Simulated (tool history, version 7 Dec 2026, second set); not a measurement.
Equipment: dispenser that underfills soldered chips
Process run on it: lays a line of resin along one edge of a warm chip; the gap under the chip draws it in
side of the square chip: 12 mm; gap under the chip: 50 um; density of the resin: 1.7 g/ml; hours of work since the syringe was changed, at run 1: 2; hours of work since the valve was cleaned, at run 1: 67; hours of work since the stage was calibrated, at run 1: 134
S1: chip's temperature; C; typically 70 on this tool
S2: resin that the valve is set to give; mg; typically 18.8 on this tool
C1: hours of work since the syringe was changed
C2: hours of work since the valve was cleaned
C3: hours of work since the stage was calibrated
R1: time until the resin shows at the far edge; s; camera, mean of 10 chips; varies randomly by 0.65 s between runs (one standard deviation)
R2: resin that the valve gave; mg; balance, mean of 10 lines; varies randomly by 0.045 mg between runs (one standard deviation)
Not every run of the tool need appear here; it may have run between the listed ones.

| run | hour | S1 | S2 | C1 | C2 | C3 | R1 | R2 |
|---|---|---|---|---|---|---|---|---|
| 1 | 0.0 | 70 | 18.8 | 2 | 67 | 134 | 67.0 | 18.53 |
| 2 | 7.5 | 63 | 18.8 | 8 | 72 | 139 | 119.5 | 18.45 |
|  | 10.5 | new syringe of resin |
| 3 | 12.1 | 63 | 18.8 | 1 | 76 | 143 | 86.1 | 18.49 |
| 4 | 16.4 | 70 | 18.0 | 4 | 79 | 146 | 74.8 | 17.66 |
| 5 | 19.5 | 70 | 18.0 | 7 | 81 | 148 | 83.8 | 17.65 |
|  | 24.5 | new syringe of resin |
| 6 | 26.7 | 70 | 18.1 | 2 | 86 | 153 | 66.6 | 17.63 |
| 7 | 30.9 | 70 | 18.8 | 5 | 89 | 156 | 75.9 | 18.38 |
| 8 | 34.1 | 70 | 22.2 | 7 | 92 | 159 | 83.1 | 21.61 |
|  | 38.4 | new syringe of resin |
| 9 | 42.0 | 70 | 16.8 | 3 | 97 | 164 | 70.1 | 16.34 |
| 10 | 45.4 | 70 | 16.8 | 5 | 100 | 167 | 80.3 | 16.38 |
| 11 | 49.5 | 70 | 16.8 | 8 | 103 | 170 | 92.7 | 16.31 |
|  | 52.2 | new syringe of resin |
| 12 | 55.5 | 70 | 16.8 | 2 | 107 | 174 | 71.2 | 16.28 |
| 13 | 61.8 | 70 | 16.8 | 7 | 112 | 179 | 87.1 | 16.30 |
|  | 66.4 | new syringe of resin |
| 14 | 68.8 | 70 | 21.8 | 2 | 117 | 184 | 66.5 | 21.06 |
| 15 | 75.7 | 70 | 21.8 | 7 | 122 | 189 | 83.6 | 21.03 |
|  | 80.2 | new syringe of resin |
| 16 | 80.2 | 70 | 21.8 | 0 | 125 | 192 | 59.9 | 21.03 |
|  | 83.0 | dispensing valve cleaned and set on the balance |
| 17 | 86.0 | 70 | 17.8 | 4 | 2 | 196 | 74.8 | 17.84 |
| 18 | 89.4 | 70 | 17.8 | 6 | 5 | 198 | 82.2 | 17.83 |
| 19 | 94.3 | 59 | 23.9 | 10 | 8 | 202 | 154.9 | 23.85 |
|  | 94.9 | new syringe of resin |
| 20 | 98.2 | 59 | 23.9 | 2 | 11 | 205 | 105.8 | 23.83 |
| 21 | 101.9 | 65 | 23.9 | 5 | 14 | 207 | 93.7 | 23.96 |
|  | 108.7 | new syringe of resin |
| 22 | 109.8 | 65 | 23.9 | 1 | 19 | 213 | 78.4 | 23.83 |
| 23 | 115.9 | 65 | 23.9 | 5 | 24 | 217 | 96.9 | 23.69 |
| 24 | 119.1 | 72 | 21.5 | 8 | 26 | 220 | 79.8 | 21.33 |
|  | 122.7 | new syringe of resin |
| 25 | 124.1 | 70 | 20.1 | 1 | 30 | 223 | 63.6 | 19.97 |
| 26 | 130.9 | 58 | 18.8 | 6 | 35 | 228 | 139.3 | 18.61 |
| 27 | 134.5 | 58 | 18.8 | 9 | 38 | 231 | 158.4 | 18.66 |
|  | 136.4 | new syringe of resin |
| 28 | 140.8 | 67 | 18.5 | 3 | 42 | 236 | 82.3 | 18.33 |
| 29 | 148.0 | 62 | 18.8 | 9 | 47 | 241 | 130.7 | 18.55 |
|  | 150.2 | new syringe of resin |
| 30 | 155.7 | 74 | 21.9 | 4 | 53 | 246 | 62.8 | 21.54 |
| 31 | 160.7 | 68 | 20.5 | 8 | 57 | 250 | 99.1 | 20.13 |
|  | 163.9 | new syringe of resin |
| 32 | 164.7 | 68 | 20.5 | 1 | 59 | 253 | 67.3 | 20.22 |
| 33 | 168.2 | 68 | 20.5 | 3 | 62 | 255 | 77.5 | 20.15 |
| 34 | 172.9 | 68 | 20.5 | 7 | 65 | 259 | 90.4 | 20.08 |
|  | 177.9 | new syringe of resin |
| 35 | 180.9 | 56 | 16.3 | 2 | 71 | 265 | 134.3 | 15.93 |
| 36 | 185.9 | 78 | 17.7 | 6 | 75 | 268 | 60.9 | 17.31 |

Hidden condition of the tool, last listed run before each entry between runs versus first listed run after:
Runs 2 to 3: new syringe of resin (hour 10.5)
  resin's viscosity, % of fresh resin's: 148.1 -> 106.6; dose that the valve gives, % of what is set: 98.22 -> 98.11; true chip temperature over the reading, C: -0.63 -> -0.66
  measured minus no-state result, R1: +41.2 -> +7.9 s; R2: -0.33 -> -0.36 mg
Runs 5 to 6: new syringe of resin (hour 24.5)
  resin's viscosity, % of fresh resin's: 139 -> 109.9; dose that the valve gives, % of what is set: 97.92 -> 97.74; true chip temperature over the reading, C: -0.7 -> -0.74
  measured minus no-state result, R1: +25.4 -> +8.1 s; R2: -0.37 -> -0.41 mg
Runs 8 to 9: new syringe of resin (hour 38.4)
  resin's viscosity, % of fresh resin's: 143 -> 114.7; dose that the valve gives, % of what is set: 97.56 -> 97.35; true chip temperature over the reading, C: -0.77 -> -0.82
  measured minus no-state result, R1: +27.0 -> +11.4 s; R2: -0.54 -> -0.45 mg
Runs 11 to 12: new syringe of resin (hour 52.2)
  resin's viscosity, % of fresh resin's: 150.4 -> 113.9; dose that the valve gives, % of what is set: 97.16 -> 97.01; true chip temperature over the reading, C: -0.86 -> -0.89
  measured minus no-state result, R1: +33.6 -> +11.4 s; R2: -0.48 -> -0.50 mg
Runs 13 to 14: new syringe of resin (hour 66.4)
  resin's viscosity, % of fresh resin's: 142.6 -> 111.1; dose that the valve gives, % of what is set: 96.85 -> 96.67; true chip temperature over the reading, C: -0.93 -> -0.96
  measured minus no-state result, R1: +28.8 -> +9.1 s; R2: -0.53 -> -0.73 mg
Runs 15 to 16: new syringe of resin (hour 80.2)
  resin's viscosity, % of fresh resin's: 142 -> 100.8; dose that the valve gives, % of what is set: 96.5 -> 96.38; true chip temperature over the reading, C: -1 -> -1.02
  measured minus no-state result, R1: +27.4 -> +3.1 s; R2: -0.76 -> -0.79 mg
Runs 16 to 17: dispensing valve cleaned and set on the balance (hour 83.0)
  resin's viscosity, % of fresh resin's: 100.8 -> 120; dose that the valve gives, % of what is set: 96.38 -> 100.17; true chip temperature over the reading, C: -1.02 -> -1.04
  measured minus no-state result, R1: +3.1 -> +15.1 s; R2: -0.79 -> +0.03 mg
Runs 19 to 20: new syringe of resin (hour 94.9)
  resin's viscosity, % of fresh resin's: 161.3 -> 111.9; dose that the valve gives, % of what is set: 99.95 -> 99.86; true chip temperature over the reading, C: -1.09 -> -1.11
  measured minus no-state result, R1: +63.4 -> +15.9 s; R2: -0.01 -> -0.03 mg
Runs 21 to 22: new syringe of resin (hour 108.7)
  resin's viscosity, % of fresh resin's: 128 -> 105; dose that the valve gives, % of what is set: 99.78 -> 99.58; true chip temperature over the reading, C: -1.13 -> -1.17
  measured minus no-state result, R1: +24.0 -> +7.4 s; R2: -0.05 -> -0.10 mg
Runs 24 to 25: new syringe of resin (hour 122.7)
  resin's viscosity, % of fresh resin's: 147 -> 105.4; dose that the valve gives, % of what is set: 99.34 -> 99.22; true chip temperature over the reading, C: -1.22 -> -1.24
  measured minus no-state result, R1: +28.1 -> +6.4 s; R2: -0.15 -> -0.16 mg
Runs 27 to 28: new syringe of resin (hour 136.4)
  resin's viscosity, % of fresh resin's: 153.2 -> 117; dose that the valve gives, % of what is set: 98.98 -> 98.83; true chip temperature over the reading, C: -1.3 -> -1.34
  measured minus no-state result, R1: +60.9 -> +15.9 s; R2: -0.19 -> -0.21 mg
Runs 29 to 30: new syringe of resin (hour 150.2)
  resin's viscosity, % of fresh resin's: 151.7 -> 123.9; dose that the valve gives, % of what is set: 98.64 -> 98.44; true chip temperature over the reading, C: -1.38 -> -1.42
  measured minus no-state result, R1: +49.9 -> +15.3 s; R2: -0.26 -> -0.34 mg
Runs 31 to 32: new syringe of resin (hour 163.9)
  resin's viscosity, % of fresh resin's: 148.1 -> 103; dose that the valve gives, % of what is set: 98.32 -> 98.23; true chip temperature over the reading, C: -1.45 -> -1.47
  measured minus no-state result, R1: +36.3 -> +6.0 s; R2: -0.34 -> -0.36 mg
Runs 34 to 35: new syringe of resin (hour 177.9)
  resin's viscosity, % of fresh resin's: 138.1 -> 112.4; dose that the valve gives, % of what is set: 98.01 -> 97.83; true chip temperature over the reading, C: -1.51 -> -1.56
  measured minus no-state result, R1: +29.2 -> +23.6 s; R2: -0.41 -> -0.35 mg
